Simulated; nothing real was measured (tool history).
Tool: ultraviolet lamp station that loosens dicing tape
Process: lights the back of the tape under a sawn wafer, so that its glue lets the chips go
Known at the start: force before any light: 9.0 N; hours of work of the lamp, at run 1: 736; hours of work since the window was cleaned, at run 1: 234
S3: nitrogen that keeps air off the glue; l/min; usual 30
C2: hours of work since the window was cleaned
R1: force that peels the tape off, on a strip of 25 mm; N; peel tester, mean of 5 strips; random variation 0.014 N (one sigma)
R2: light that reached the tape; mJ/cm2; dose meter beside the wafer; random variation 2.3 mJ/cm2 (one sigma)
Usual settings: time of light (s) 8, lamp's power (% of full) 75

{"run": 1, "hour": 0.0, "time of light (s)": 8, "lamp's power (% of full)": 75, "S3": 30, "hours of work of the lamp": 736, "C2": 234, "R1": 1.15, "R2": 161}
{"run": 2, "hour": 62.6, "time of light (s)": 8, "lamp's power (% of full)": 75, "S3": 30, "hours of work of the lamp": 775, "C2": 273, "R1": 1.231, "R2": 159}
{"hour": 74.8, "done": "window cleaned of glue's vapour"}
{"run": 3, "hour": 127.0, "time of light (s)": 8, "lamp's power (% of full)": 75, "S3": 30, "hours of work of the lamp": 814, "C2": 32, "R1": 1.561, "R2": 136}
{"run": 4, "hour": 179.2, "time of light (s)": 6, "lamp's power (% of full)": 75, "S3": 30, "hours of work of the lamp": 847, "C2": 65, "R1": 2.473, "R2": 93}
{"hour": 229.0, "done": "window cleaned of glue's vapour, once more"}
{"run": 5, "hour": 243.6, "time of light (s)": 6, "lamp's power (% of full)": 75, "S3": 30, "hours of work of the lamp": 886, "C2": 9, "R1": 1.462, "R2": 137}
{"run": 6, "hour": 275.1, "time of light (s)": 4, "lamp's power (% of full)": 75, "S3": 30, "hours of work of the lamp": 906, "C2": 29, "R1": 2.642, "R2": 91}
{"run": 7, "hour": 341.5, "time of light (s)": 8, "lamp's power (% of full)": 75, "S3": 29, "hours of work of the lamp": 947, "C2": 70, "R1": 0.992, "R2": 176}
{"run": 8, "hour": 381.7, "time of light (s)": 8, "lamp's power (% of full)": 75, "S3": 29, "hours of work of the lamp": 972, "C2": 95, "R1": 1.028, "R2": 169}
{"run": 9, "hour": 420.0, "time of light (s)": 5, "lamp's power (% of full)": 75, "S3": 29, "hours of work of the lamp": 996, "C2": 119, "R1": 2.207, "R2": 105}
{"run": 10, "hour": 470.6, "time of light (s)": 8, "lamp's power (% of full)": 75, "S3": 30, "hours of work of the lamp": 1028, "C2": 150, "R1": 1.125, "R2": 167}
{"run": 11, "hour": 511.6, "time of light (s)": 8, "lamp's power (% of full)": 75, "S3": 30, "hours of work of the lamp": 1053, "C2": 176, "R1": 1.133, "R2": 165}
{"run": 12, "hour": 542.0, "time of light (s)": 4, "lamp's power (% of full)": 87, "S3": 41, "hours of work of the lamp": 1072, "C2": 195, "R1": 2.593, "R2": 88}
{"run": 13, "hour": 583.0, "time of light (s)": 4, "lamp's power (% of full)": 87, "S3": 41, "hours of work of the lamp": 1097, "C2": 220, "R1": 2.551, "R2": 91}
{"run": 14, "hour": 618.8, "time of light (s)": 6, "lamp's power (% of full)": 88, "S3": 35, "hours of work of the lamp": 1120, "C2": 242, "R1": 1.54, "R2": 131}
{"run": 15, "hour": 657.1, "time of light (s)": 6, "lamp's power (% of full)": 100, "S3": 35, "hours of work of the lamp": 1143, "C2": 266, "R1": 1.224, "R2": 153}
{"hour": 682.9, "done": "window cleaned of glue's vapour"}
{"run": 16, "hour": 712.7, "time of light (s)": 8, "lamp's power (% of full)": 84, "S3": 30, "hours of work of the lamp": 1178, "C2": 19, "R1": 0.805, "R2": 197}
{"run": 17, "hour": 752.7, "time of light (s)": 14, "lamp's power (% of full)": 67, "S3": 16, "hours of work of the lamp": 1203, "C2": 43, "R1": 0.558, "R2": 270}
{"run": 18, "hour": 804.4, "time of light (s)": 10, "lamp's power (% of full)": 90, "S3": 19, "hours of work of the lamp": 1235, "C2": 76, "R1": 0.58, "R2": 255}
{"run": 19, "hour": 856.0, "time of light (s)": 10, "lamp's power (% of full)": 90, "S3": 19, "hours of work of the lamp": 1267, "C2": 108, "R1": 0.602, "R2": 243}

5 ways to go on from here, each from the tool as it stands after run 19. What would each give?
{"run": "A", "hour": 922.4, "time of light (s)": 10, "lamp's power (% of full)": 77, "S3": 10, "hours of work of the lamp": 1308, "C2": 149, "R1": "?", "R2": "?"}
{"run": "B", "hour": 922.4, "time of light (s)": 8, "lamp's power (% of full)": 75, "S3": 17, "hours of work of the lamp": 1308, "C2": 149, "R1": "?", "R2": "?"}
{"run": "C", "hour": 922.4, "time of light (s)": 5, "lamp's power (% of full)": 81, "S3": 16, "hours of work of the lamp": 1308, "C2": 149, "R1": "?", "R2": "?"}
{"run": "D", "hour": 922.4, "time of light (s)": 7, "lamp's power (% of full)": 90, "S3": 19, "hours of work of the lamp": 1308, "C2": 149, "R1": "?", "R2": "?"}
{"run": "E", "hour": 922.4, "time of light (s)": 5, "lamp's power (% of full)": 86, "S3": 26, "hours of work of the lamp": 1308, "C2": 149, "R1": "?", "R2": "?"}

run=A R1=1.231 R2=200
run=B R1=1.443 R2=156
run=C R1=2.661 R2=103
run=D R1=1.357 R2=166
run=E R1=2.154 R2=116
Without the tool's hidden state the same runs would have given:
run=A R1=0.653 R2=279
run=B R1=0.793 R2=217
run=C R1=1.701 R2=145
run=D R1=0.729 R2=231
run=E R1=1.291 R2=161

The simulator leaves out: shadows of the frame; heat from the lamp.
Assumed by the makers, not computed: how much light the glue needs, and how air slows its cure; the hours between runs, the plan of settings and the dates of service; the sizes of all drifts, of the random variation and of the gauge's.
